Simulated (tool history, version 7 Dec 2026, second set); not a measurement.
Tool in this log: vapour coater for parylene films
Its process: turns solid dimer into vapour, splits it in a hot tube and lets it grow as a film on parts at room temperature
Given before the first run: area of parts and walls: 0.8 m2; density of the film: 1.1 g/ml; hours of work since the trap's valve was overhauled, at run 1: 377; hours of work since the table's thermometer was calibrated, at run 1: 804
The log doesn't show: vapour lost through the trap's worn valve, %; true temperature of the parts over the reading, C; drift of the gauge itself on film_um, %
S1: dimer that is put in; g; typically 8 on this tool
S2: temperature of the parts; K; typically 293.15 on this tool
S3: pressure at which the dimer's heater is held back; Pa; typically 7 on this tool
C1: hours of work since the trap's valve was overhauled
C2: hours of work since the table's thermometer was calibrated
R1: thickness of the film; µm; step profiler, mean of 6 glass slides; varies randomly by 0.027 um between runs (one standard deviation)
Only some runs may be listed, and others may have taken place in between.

run	day	S1	S2	S3	C1	C2	R1
1	0	8	293.15	7	377	804	3.73
# day 0.775: trap's valve overhauled
2	1.417	8	293.15	7	10	823	3.4
3	2.092	8	293.15	7	21	834	3.42
# day 3.525: trap's valve overhauled, once more
4	3.525	4	293.15	7	0	854	2.1
5	4.579	4	293.15	7	17	871	2.07
6	5.458	8	298.15	7	31	885	3.62
7	6.512	4	293.15	7	47	902	2.04
8	7.729	6	293.15	7	67	921	3.07
9	8.9	8	293.15	7	85	939	4.11
10	10.196	8	293.15	7	106	960	4.06
11	10.817	8	293.15	5.56	116	970	4.22
12	11.992	9	293.15	7	134	988	4.54
13	12.954	9	293.15	7	149	1004	4.51
14	13.512	8	293.15	10.97	158	1012	3.72
15	14.283	8	293.15	10.97	170	1025	3.71
16	15.362	8	293.15	10.97	188	1042	3.68
17	16.6	8	293.15	9.94	207	1061	3.73
18	17.871	8	293.15	9.94	227	1081	3.78
19	19.146	9	293.15	7	248	1102	4.41
20	19.75	9	293.15	7	257	1111	4.41
21	20.975	9	293.15	7	277	1131	4.38
22	22.133	9	293.15	7	295	1149	4.29
23	23.392	9	293.15	7	315	1169	4.3
24	24.317	3	297.15	7.1	329	1184	1.29
25	25.321	3	294.15	5.26	345	1200	1.45
26	26.25	9	294.15	2.67	360	1214	4.87
27	27.104	9	294.15	2.67	374	1228	4.89
28	27.662	9	294.15	2.67	382	1237	4.8
# day 28.117: trap's valve overhauled
29	28.9	14	297.15	9.89	12	1254	6.24
30	29.979	8	288.15	6.28	30	1271	4.82
31	31.05	8	288.15	6.28	47	1288	4.82
32	31.988	3	288.15	3.78	61	1303	1.92
33	32.875	5	292.15	7	75	1317	2.64
34	33.538	5	292.15	7	86	1327	2.64
35	34.792	8	294.15	4.22	106	1347	4.38
36	35.45	8	290.15	4.22	116	1357	4.76
37	36.167	4	291.15	11.21	128	1369	2.01

What does the tool deliver on the next run?
38	37.3	8	293.15	2.03	146	1387	?

Run 38 came out at R1 4.98 µm.
Take away the tool's hidden state, keep the run-to-run variation as it was, and the same run would have given R1 5.06 µm.
